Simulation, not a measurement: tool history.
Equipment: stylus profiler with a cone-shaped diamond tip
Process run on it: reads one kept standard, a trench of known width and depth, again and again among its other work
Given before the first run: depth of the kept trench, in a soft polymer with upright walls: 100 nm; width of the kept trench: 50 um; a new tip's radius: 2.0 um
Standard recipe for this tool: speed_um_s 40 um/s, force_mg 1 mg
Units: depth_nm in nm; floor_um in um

Run 1, hour 0: usual settings. Result: depth_nm 100.86 nm, floor_um 47.87 um.
Run 2, hour 12.1: usual settings but speed_um_s 60 um/s. Result: depth_nm 100.86 nm, floor_um 47.72 um.
Run 3, hour 26.9: usual settings but speed_um_s 17 um/s. Result: depth_nm 100.95 nm, floor_um 48.09 um.
Run 4, hour 43.2: usual settings but speed_um_s 17 um/s. Result: depth_nm 100.92 nm, floor_um 48.01 um.
Run 5, hour 59.1: usual settings but speed_um_s 17 um/s. Result: depth_nm 100.7 nm, floor_um 48.02 um.
Run 6, hour 73.1: usual settings but force_mg 0.92 mg. Result: depth_nm 100.78 nm, floor_um 47.85 um.
Run 7, hour 82.8: usual settings but force_mg 0.92 mg. Result: depth_nm 100.84 nm, floor_um 47.86 um.
Run 8, hour 96: usual settings but force_mg 0.69 mg. Result: depth_nm 100.7 nm, floor_um 47.81 um.
Run 9, hour 108.1: usual settings. Result: depth_nm 100.92 nm, floor_um 47.83 um.
Run 10, hour 122.5: usual settings. Result: depth_nm 100.66 nm, floor_um 47.84 um.
Run 11, hour 135.3: usual settings. Result: depth_nm 100.81 nm, floor_um 47.85 um.
Run 12, hour 145.2: usual settings. Result: depth_nm 100.81 nm, floor_um 47.89 um.
Run 13, hour 156.7: usual settings. Result: depth_nm 100.87 nm, floor_um 47.83 um.
Run 14, hour 166.6: usual settings but force_mg 0.49 mg. Result: depth_nm 100.69 nm, floor_um 47.78 um.
Run 15, hour 176.6: usual settings but force_mg 0.42 mg. Result: depth_nm 100.77 nm, floor_um 47.7 um.
Run 16, hour 190.2: usual settings but force_mg 0.42 mg. Result: depth_nm 100.73 nm, floor_um 47.67 um.
Run 17, hour 200.5: usual settings but speed_um_s 57 um/s, force_mg 2.69 mg. Result: depth_nm 101.22 nm, floor_um 47.92 um.
Run 18, hour 210.2: usual settings but speed_um_s 57 um/s, force_mg 2.69 mg. Result: depth_nm 101.28 nm, floor_um 47.91 um.
Run 19, hour 226.8: usual settings but speed_um_s 23 um/s, force_mg 2.46 mg. Result: depth_nm 101.32 nm, floor_um 48.05 um.
Run 20, hour 241.2: usual settings but force_mg 1.61 mg. Result: depth_nm 101.22 nm, floor_um 47.9 um.
Run 21, hour 256.5: usual settings but force_mg 1.61 mg. Result: depth_nm 101.03 nm, floor_um 47.88 um.
Run 22, hour 269.4: usual settings but force_mg 1.61 mg. Result: depth_nm 101.05 nm, floor_um 47.89 um.
Run 23, hour 282.3: usual settings but speed_um_s 148 um/s, force_mg 1.77 mg. Result: depth_nm 101.06 nm, floor_um 47.32 um.
Run 24, hour 298.4: usual settings but speed_um_s 31 um/s, force_mg 0.58 mg. Result: depth_nm 100.68 nm, floor_um 47.78 um.
Run 25, hour 315.2: usual settings but speed_um_s 35 um/s, force_mg 1.51 mg. Result: depth_nm 101 nm, floor_um 47.92 um.
Run 26, hour 323.2: usual settings but speed_um_s 114 um/s, force_mg 0.59 mg. Result: depth_nm 100.95 nm, floor_um 46.99 um.
Run 27, hour 334.8: usual settings but speed_um_s 114 um/s, force_mg 0.59 mg. Result: depth_nm 100.9 nm, floor_um 47.07 um.

5 ways to go on from here, each from the tool as it stands after run 27. What would each give?
Run A, hour 344.3: usual settings but force_mg 0.46 mg. Result: depth_nm ?, floor_um ?.
Run B, hour 344.3: usual settings but speed_um_s 151 um/s, force_mg 0.42 mg. Result: depth_nm ?, floor_um ?.
Run C, hour 344.3: usual settings but speed_um_s 114 um/s, force_mg 1.07 mg. Result: depth_nm ?, floor_um ?.
Run D, hour 344.3: usual settings but speed_um_s 71 um/s. Result: depth_nm ?, floor_um ?.
Run E, hour 344.3: usual settings but speed_um_s 41 um/s, force_mg 1.02 mg. Result: depth_nm ?, floor_um ?.

run  depth_nm  floor_um
  A    100.66     47.67
  B    100.79     46.47
  C    100.86     47.32
  D    100.95     47.57
  E    100.89     47.87
Without the tool's hidden state the same runs would have given:
run  depth_nm  floor_um
  A    100.13     48.34
  B    100.25     47.14
  C    100.33     47.99
  D    100.42     48.23
  E    100.35     48.53
